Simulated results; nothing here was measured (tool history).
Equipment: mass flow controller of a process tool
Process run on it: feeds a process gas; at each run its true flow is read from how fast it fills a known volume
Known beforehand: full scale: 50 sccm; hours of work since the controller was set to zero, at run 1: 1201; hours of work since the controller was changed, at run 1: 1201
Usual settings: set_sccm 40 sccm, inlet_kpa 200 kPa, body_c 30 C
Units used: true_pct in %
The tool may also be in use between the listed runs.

run	day	set_sccm	inlet_kpa	body_c	hours of work since the controller was set to zero	hours of work since the controller was changed	true_pct
1	0.000	40	200	30	1201	1201	99.04
2	7.358	14	200	30	1342	1342	97.57
3	13.938	14	200	30	1468	1468	97.60
4	18.088	40	200	35	1548	1548	98.61
5	26.350	40	200	35	1706	1706	98.45
6	32.400	40	200	35	1822	1822	98.37
7	36.238	40	244	35	1896	1896	98.01
8	42.542	40	200	30	2017	2017	98.40
9	46.746	40	200	30	2097	2097	98.35
10	51.708	6	200	30	2193	2193	94.76
11	56.975	6	200	27	2294	2294	94.56
12	61.892	40	200	33	2388	2388	98.15
13	70.383	40	200	33	2551	2551	97.99
14	75.367	40	200	30	2646	2646	98.02
15	80.171	40	200	30	2738	2738	98.06
16	84.083	40	200	30	2813	2813	98.01
17	90.758	40	200	30	2941	2941	98.07
18	95.421	40	154	30	3031	3031	98.15
19	102.562	40	200	30	3168	3168	97.80
20	110.538	40	200	21	3321	3321	97.93
21	115.971	40	200	21	3425	3425	97.92
22	119.538	40	235	30	3493	3493	97.34
23	123.312	40	214	30	3566	3566	97.50
24	129.950	21	149	30	3693	3693	96.61
25	133.612	7	149	30	3763	3763	93.02
26	142.017	7	265	35	3924	3924	92.04
27	147.725	40	213	30	4034	4034	97.16
28	152.092	40	213	30	4117	4117	97.26
29	156.225	40	213	30	4197	4197	97.16
30	162.204	13	271	33	4311	4311	94.02
31	168.138	13	271	33	4425	4425	93.96
32	175.008	12	258	21	4557	4557	93.91
33	182.562	6	258	34	4702	4702	89.98
34	188.479	6	258	34	4815	4815	89.56
35	195.608	7	258	20	4952	4952	90.84
36	199.962	7	258	20	5035	5035	90.56
37	207.562	27	184	30	5181	5181	96.00
38	213.350	27	206	36	5292	5292	95.51
39	220.008	22	165	35	5420	5420	95.28
40	227.967	21	141	31	5572	5572	95.16
41	235.371	8	142	32	5714	5714	90.83
42	240.871	12	217	24	5820	5820	92.71
43	248.808	12	191	24	5972	5972	92.78
44	255.612	43	210	24	6102	6102	96.52

Selected run-to-run steps in true_pct, each split into two signed amounts: the part the tool would show with no hidden state at all (from settings, incoming material and random variation), and the remainder, which goes to the hidden state together with any gauge scatter not common to the measured and the hidden-state-free results:
The hidden state here: flow at rest that the sensor doesn't see, % of full scale; true flow over the shown one, %; drift of the gauge itself on true_pct, %.
Run 26 -> 27: set_sccm 7 -> 40, inlet_kpa 265 -> 213, body_c 35 -> 30. true_pct +5.12 %: hidden state +4.06, all else +1.06.
Run 36 -> 37: set_sccm 7 -> 27, inlet_kpa 258 -> 184, body_c 20 -> 30. true_pct +5.44 %: hidden state +4.61, all else +0.83.
Run 40 -> 41: set_sccm 21 -> 8, inlet_kpa 141 -> 142, body_c 31 -> 32. true_pct -4.33 %: hidden state -3.99, all else -0.34.

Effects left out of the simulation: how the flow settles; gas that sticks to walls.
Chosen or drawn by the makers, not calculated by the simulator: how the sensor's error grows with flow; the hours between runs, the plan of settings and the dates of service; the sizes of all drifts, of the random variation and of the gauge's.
